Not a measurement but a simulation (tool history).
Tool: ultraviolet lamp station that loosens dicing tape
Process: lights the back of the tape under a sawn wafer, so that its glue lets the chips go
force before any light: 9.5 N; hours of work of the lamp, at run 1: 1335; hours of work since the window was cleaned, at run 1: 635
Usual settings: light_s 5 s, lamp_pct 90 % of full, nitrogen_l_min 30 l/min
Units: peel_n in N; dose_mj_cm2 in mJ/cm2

run,hour,light_s,lamp_pct,nitrogen_l_min,hours of work of the lamp,hours of work since the window was cleaned,peel_n,dose_mj_cm2
1,0,5,90,30,1335,635,0.282,545
# hour 6: window cleaned of glue's vapour
2,44.2,5,90,30,1363,24,0.278,547
3,97.4,5,90,30,1396,57,0.28,549
4,133.2,5,90,30,1418,80,0.266,542
5,190.4,5,90,30,1454,115,0.287,554
6,256,5,76,30,1495,157,0.338,467
7,319.7,5,76,30,1535,196,0.371,462
8,393.4,5,76,30,1581,243,0.365,460
9,434.4,5,90,43,1607,268,0.265,552
10,493.8,5,90,43,1644,305,0.257,556
11,553.5,5,90,43,1682,343,0.247,552
12,604.8,5,90,30,1714,375,0.283,550
13,645.7,5,90,30,1739,401,0.279,555
14,700.4,5,90,30,1774,435,0.276,549
15,740.8,5,90,30,1799,460,0.279,550
16,810.5,5,90,30,1842,504,0.278,553
17,859.4,5,90,30,1873,534,0.266,549
18,921.1,5,90,30,1912,573,0.299,551
19,971.2,5,90,12,1943,604,0.404,549
# hour 982.9: lamp changed
20,1006.2,5,90,30,15,626,0.277,555
# hour 1027.7: window cleaned of glue's vapour
21,1074.6,5,90,30,57,29,0.279,556
22,1137.9,5,76,30,97,69,0.369,465
23,1198.2,3,98,19,134,107,0.752,358
24,1240.2,5,63,49,161,133,0.407,379
25,1314.3,3,99,53,207,180,0.466,363
26,1359.6,5,99,53,236,208,0.215,615
27,1428.7,5,99,53,279,251,0.236,602
28,1466.8,3,86,16,303,275,1.083,314
29,1509.7,3,97,14,330,302,0.881,358
30,1539.9,5,72,9,349,321,0.748,444
31,1606.6,9,90,30,390,363,0.206,1003
32,1643.8,3,90,17,414,386,0.973,331
33,1695.9,2,86,31,446,418,1.611,213
34,1734.7,5,90,15,471,443,0.359,554
35,1792.7,2,63,10,507,479,3.351,157
36,1837.3,2,63,10,535,507,3.491,153
37,1868,3,90,23,554,526,0.833,330
38,1912.1,3,94,22,582,554,0.772,344
39,1964.7,4,94,60,615,587,0.32,460
40,2021.7,7,65,30,650,623,0.284,553
# hour 2049.3: window cleaned of glue's vapour
41,2065.8,9,65,30,678,10,0.223,721
42,2120.1,3,96,14,712,44,0.926,350
43,2158,3,96,14,735,68,0.919,354
44,2193.2,3,96,14,757,90,0.929,355

Measured less the same run without the tool's hidden state. The same run-to-run variation is in both; the gauge's scatter may not be:
The hidden state here: lamp's light, % of a new lamp's; light that the window lets through, % of a clean one's; drift of the gauge itself on peel_n, %; drift of the gauge itself on dose_mj_cm2, %.
run,peel_n
1,+0.001
2,+0.001
3,+0.001
4,+0.001
5,+0.001
6,+0.002
7,+0.002
8,+0.002
9,+0.001
10,+0.001
11,+0.001
12,+0.002
13,+0.001
14,+0.002
15,+0.002
16,+0.002
17,+0.001
18,+0.002
19,+0.004
20,+0.001
21,+0
22,+0
23,+0.001
24,+0.001
25,+0.001
26,+0.001
27,+0
28,+0.002
29,+0.003
30,+0.002
31,+0
32,+0.004
33,+0.005
34,+0.001
35,+0.007
36,+0.008
37,+0.004
38,+0.004
39,+0.001
40,+0.001
41,+0.001
42,+0.003
43,+0.003
44,+0.003
dose_mj_cm2: within 3 mJ/cm2 of the measured result in every run.
